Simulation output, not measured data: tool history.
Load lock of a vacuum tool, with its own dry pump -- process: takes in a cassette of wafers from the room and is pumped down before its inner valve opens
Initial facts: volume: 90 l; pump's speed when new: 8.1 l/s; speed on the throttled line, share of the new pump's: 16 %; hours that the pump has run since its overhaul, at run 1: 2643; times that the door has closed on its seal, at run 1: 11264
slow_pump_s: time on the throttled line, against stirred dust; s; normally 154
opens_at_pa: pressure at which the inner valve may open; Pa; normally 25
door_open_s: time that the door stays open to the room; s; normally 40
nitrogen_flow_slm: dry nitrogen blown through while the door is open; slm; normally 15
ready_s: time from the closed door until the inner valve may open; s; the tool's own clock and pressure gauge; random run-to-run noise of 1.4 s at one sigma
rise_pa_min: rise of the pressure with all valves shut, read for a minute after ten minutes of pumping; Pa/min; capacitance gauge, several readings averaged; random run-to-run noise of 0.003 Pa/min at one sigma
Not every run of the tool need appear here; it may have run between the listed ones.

run,hour,slow_pump_s,opens_at_pa,door_open_s,nitrogen_flow_slm,hours that the pump has run since its overhaul,times that the door has closed on its seal,"incoming humidity of the room's air, %",ready_s,rise_pa_min
1,0.0,154,25,40,15,2643,11264,42.3,224.5,0.014
2,59.9,154,25,40,15,2703,11385,44.2,225.0,0.019
3,115.7,154,25,40,15,2758,11498,46.7,223.2,0.018
4,186.0,154,25,40,15,2829,11640,46.4,225.9,0.022
5,293.2,154,25,40,13,2936,11856,45.7,223.5,0.021
6,397.7,154,25,40,13,3040,12067,46.7,223.0,0.025
7,480.5,154,25,40,13,3123,12235,44.6,224.9,0.019
8,591.0,154,25,40,13,3234,12458,43.8,223.9,0.023
9,707.1,154,25,40,13,3350,12692,40.0,226.1,0.019
10,783.7,154,25,40,13,3426,12847,43.8,223.3,0.019
11,891.3,154,25,40,15,3534,13064,49.8,225.6,0.028
12,975.1,154,25,40,15,3618,13233,49.2,225.8,0.018
13,1074.7,180,43,66,8,3717,13435,44.2,238.8,0.026
14,1181.3,180,43,37,10,3824,13650,42.7,243.2,0.026
15,1253.0,180,43,37,10,3896,13795,45.6,240.8,0.024
16,1331.7,217,21,80,10,3974,13954,45.4,283.5,0.028
17,1415.2,287,45,40,15,4058,14122,47.7,329.7,0.026
18,1481.4,287,45,40,15,4124,14256,45.8,331.1,0.025
19,1585.2,287,45,40,15,4228,14466,44.0,332.7,0.022
20,1657.8,287,45,40,15,4301,14612,50.6,331.9,0.027
21,1712.5,287,34,40,15,4355,14723,43.7,334.3,0.029
22,1802.0,287,34,40,15,4445,14903,41.6,331.4,0.024

Run 23 is up next; what results do you expect?
23,1881.1,223,50,33,29,4524,15063,43.4,?,?

{"run 23": {"ready_s": 272.2, "rise_pa_min": 0.013}}
If the tool had no hidden condition, the same run with the same run-to-run variation would have returned ready_s 269.7 s, rise_pa_min 0.000 Pa/min.

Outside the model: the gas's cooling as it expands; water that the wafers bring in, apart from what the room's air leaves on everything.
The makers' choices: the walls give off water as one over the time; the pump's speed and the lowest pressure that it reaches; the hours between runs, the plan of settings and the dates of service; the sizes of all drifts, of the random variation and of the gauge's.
